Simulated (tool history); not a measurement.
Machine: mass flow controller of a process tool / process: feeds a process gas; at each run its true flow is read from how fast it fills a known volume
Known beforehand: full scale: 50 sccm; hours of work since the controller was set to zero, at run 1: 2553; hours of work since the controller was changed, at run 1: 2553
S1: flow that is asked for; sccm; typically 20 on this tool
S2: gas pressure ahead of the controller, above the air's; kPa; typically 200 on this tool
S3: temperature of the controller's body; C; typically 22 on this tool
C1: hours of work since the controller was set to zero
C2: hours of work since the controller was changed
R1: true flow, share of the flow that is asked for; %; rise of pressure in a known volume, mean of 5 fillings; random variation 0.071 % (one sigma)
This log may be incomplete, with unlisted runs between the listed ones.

run,hour,S1,S2,S3,C1,C2,R1
1,0,20,200,22,2553,2553,99.9
2,143.8,20,200,22,2627,2627,99.96
3,270.5,20,200,22,2692,2692,99.88
4,460.1,20,200,22,2789,2789,99.94
5,695.1,20,200,22,2909,2909,99.91
6,835.8,20,200,26,2982,2982,99.58
7,989.2,18,200,26,3060,3060,99.68
8,1166.5,18,156,26,3151,3151,99.38
9,1390.6,18,156,26,3266,3266,99.35
10,1564.1,18,156,26,3355,3355,99.28
11,1762.1,18,156,26,3456,3456,99.44
12,1997.2,18,156,26,3577,3577,99.52
13,2158.5,20,156,26,3660,3660,99.5
14,2342.4,13,200,22,3754,3754,99.76
15,2462.7,13,200,23,3816,3816,99.65
16,2629.6,13,200,23,3901,3901,99.67
17,2729,13,200,23,3952,3952,99.55
18,2964.5,13,200,23,4073,4073,99.56
19,3104.7,13,200,23,4145,4145,99.84
20,3261.8,13,200,23,4225,4225,99.75
21,3451,13,200,23,4322,4322,99.79
22,3657.2,22,200,22,4428,4428,99.91
23,3827,22,200,22,4515,4515,99.93
24,4000.1,22,200,22,4604,4604,99.87
25,4151.8,22,237,22,4682,4682,100.03
26,4327.9,20,163,38,4772,4772,98.69
27,4508.6,20,150,21,4865,4865,99.55
28,4605.2,14,200,22,4914,4914,99.78
29,4828.8,14,200,22,5029,5029,99.78
30,4981.3,36,190,22,5107,5107,99.94
31,5207.4,36,190,22,5223,5223,99.78
32,5399.2,16,190,22,5321,5321,99.75
33,5584.1,16,190,22,5416,5416,99.78
34,5755.8,37,167,22,5504,5504,99.9
35,5895.2,5,151,22,5576,5576,99.31
36,6118.9,5,151,22,5690,5690,99.41
37,6341,45,265,39,5804,5804,99.33
38,6556.2,20,251,22,5914,5914,100.12
39,6765.5,19,180,22,6022,6022,99.84
# hour 6945.6: controller's zero set anew
40,6949.2,15,200,22,2,6116,99.85
41,7078,20,200,25,68,6182,99.7
42,7312.1,12,200,35,188,6302,98.87
43,7482.1,7,200,35,275,6389,98.71
44,7654.8,6,191,29,364,6477,99.29
45,7757.2,30,276,33,416,6530,99.48
46,7929.5,30,143,21,504,6618,99.67
47,8160.3,20,200,33,623,6737,99.11
48,8312.9,7,200,22,701,6815,99.79

Forecast each of these 4 alternatives for the next run:
A,8468.2,8,159,25,781,6895,?
B,8468.2,30,171,37,781,6895,?
C,8468.2,9,273,26,781,6895,?
D,8468.2,7,151,22,781,6895,?

run,R1
A,99.27
B,98.83
C,99.84
D,99.48
Stripped of hidden state, with their random variation kept, the same runs would have yielded:
run,R1
A,99.28
B,98.83
C,99.85
D,99.49

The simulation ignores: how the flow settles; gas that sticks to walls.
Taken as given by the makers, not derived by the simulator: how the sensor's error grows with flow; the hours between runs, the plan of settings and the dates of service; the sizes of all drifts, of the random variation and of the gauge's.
